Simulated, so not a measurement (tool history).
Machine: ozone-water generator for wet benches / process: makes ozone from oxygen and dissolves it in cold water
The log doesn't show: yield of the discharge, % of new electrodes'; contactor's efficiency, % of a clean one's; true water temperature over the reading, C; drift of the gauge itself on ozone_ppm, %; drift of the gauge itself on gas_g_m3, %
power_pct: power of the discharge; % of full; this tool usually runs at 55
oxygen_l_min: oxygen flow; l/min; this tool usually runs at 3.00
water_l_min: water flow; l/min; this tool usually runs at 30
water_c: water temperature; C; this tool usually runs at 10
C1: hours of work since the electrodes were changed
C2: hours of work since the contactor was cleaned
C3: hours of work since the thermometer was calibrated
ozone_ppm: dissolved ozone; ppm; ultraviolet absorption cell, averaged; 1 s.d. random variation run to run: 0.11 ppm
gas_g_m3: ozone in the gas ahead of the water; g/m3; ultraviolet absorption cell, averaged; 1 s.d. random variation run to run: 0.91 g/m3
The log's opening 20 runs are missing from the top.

{"run": 21, "hour": 581.1, "power_pct": 55, "oxygen_l_min": 1.54, "water_l_min": 30, "water_c": 10, "C1": 621, "C2": 3891, "C3": 3648, "ozone_ppm": 6.6, "gas_g_m3": 203.4}
{"run": 22, "hour": 611.6, "power_pct": 99, "oxygen_l_min": 3.0, "water_l_min": 32, "water_c": 10, "C1": 643, "C2": 3913, "C3": 3670, "ozone_ppm": 11.8, "gas_g_m3": 224.4}
{"run": 23, "hour": 632.6, "power_pct": 99, "oxygen_l_min": 3.0, "water_l_min": 32, "water_c": 10, "C1": 658, "C2": 3928, "C3": 3685, "ozone_ppm": 11.7, "gas_g_m3": 222.5}
{"run": 24, "hour": 651.0, "power_pct": 99, "oxygen_l_min": 1.9, "water_l_min": 29, "water_c": 10, "C1": 671, "C2": 3941, "C3": 3698, "ozone_ppm": 10.8, "gas_g_m3": 269.5}
{"run": 25, "hour": 689.0, "power_pct": 55, "oxygen_l_min": 1.72, "water_l_min": 30, "water_c": 10, "C1": 698, "C2": 3969, "C3": 3726, "ozone_ppm": 6.7, "gas_g_m3": 196.1}
{"run": 26, "hour": 726.5, "power_pct": 55, "oxygen_l_min": 3.0, "water_l_min": 34, "water_c": 10, "C1": 725, "C2": 3996, "C3": 3752, "ozone_ppm": 7.7, "gas_g_m3": 157.6}
{"run": 27, "hour": 744.5, "power_pct": 91, "oxygen_l_min": 3.21, "water_l_min": 42, "water_c": 12, "C1": 738, "C2": 4008, "C3": 3765, "ozone_ppm": 8.5, "gas_g_m3": 207.1}
{"run": 28, "hour": 765.1, "power_pct": 91, "oxygen_l_min": 3.21, "water_l_min": 42, "water_c": 12, "C1": 753, "C2": 4023, "C3": 3780, "ozone_ppm": 8.4, "gas_g_m3": 209.7}
{"run": 29, "hour": 806.8, "power_pct": 55, "oxygen_l_min": 3.0, "water_l_min": 34, "water_c": 10, "C1": 782, "C2": 4053, "C3": 3810, "ozone_ppm": 7.5, "gas_g_m3": 158.0}
{"run": 30, "hour": 829.7, "power_pct": 55, "oxygen_l_min": 3.0, "water_l_min": 30, "water_c": 8, "C1": 799, "C2": 4069, "C3": 3826, "ozone_ppm": 8.9, "gas_g_m3": 159.3}
{"run": 31, "hour": 868.0, "power_pct": 55, "oxygen_l_min": 3.0, "water_l_min": 30, "water_c": 8, "C1": 826, "C2": 4097, "C3": 3854, "ozone_ppm": 8.8, "gas_g_m3": 159.3}
{"run": 32, "hour": 909.7, "power_pct": 52, "oxygen_l_min": 3.0, "water_l_min": 30, "water_c": 15, "C1": 856, "C2": 4127, "C3": 3884, "ozone_ppm": 8.0, "gas_g_m3": 154.4}

Forecast each of these 4 alternatives for the next run:
{"run": "A", "hour": 948.1, "power_pct": 55, "oxygen_l_min": 3.0, "water_l_min": 31, "water_c": 12, "C1": 884, "C2": 4154, "C3": 3911, "ozone_ppm": "?", "gas_g_m3": "?"}
{"run": "B", "hour": 948.1, "power_pct": 56, "oxygen_l_min": 1.93, "water_l_min": 30, "water_c": 15, "C1": 884, "C2": 4154, "C3": 3911, "ozone_ppm": "?", "gas_g_m3": "?"}
{"run": "C", "hour": 948.1, "power_pct": 55, "oxygen_l_min": 3.76, "water_l_min": 30, "water_c": 16, "C1": 884, "C2": 4154, "C3": 3911, "ozone_ppm": "?", "gas_g_m3": "?"}
{"run": "D", "hour": 948.1, "power_pct": 52, "oxygen_l_min": 4.69, "water_l_min": 21, "water_c": 9, "C1": 884, "C2": 4154, "C3": 3911, "ozone_ppm": "?", "gas_g_m3": "?"}

run=A ozone_ppm=8.3 gas_g_m3=159.1
run=B ozone_ppm=7.0 gas_g_m3=194.4
run=C ozone_ppm=9.1 gas_g_m3=145.6
run=D ozone_ppm=13.8 gas_g_m3=128.5
What these runs would have given with no unlogged condition in the tool:
run=A ozone_ppm=8.3 gas_g_m3=151.7
run=B ozone_ppm=7.0 gas_g_m3=185.3
run=C ozone_ppm=9.1 gas_g_m3=138.8
run=D ozone_ppm=13.8 gas_g_m3=122.5

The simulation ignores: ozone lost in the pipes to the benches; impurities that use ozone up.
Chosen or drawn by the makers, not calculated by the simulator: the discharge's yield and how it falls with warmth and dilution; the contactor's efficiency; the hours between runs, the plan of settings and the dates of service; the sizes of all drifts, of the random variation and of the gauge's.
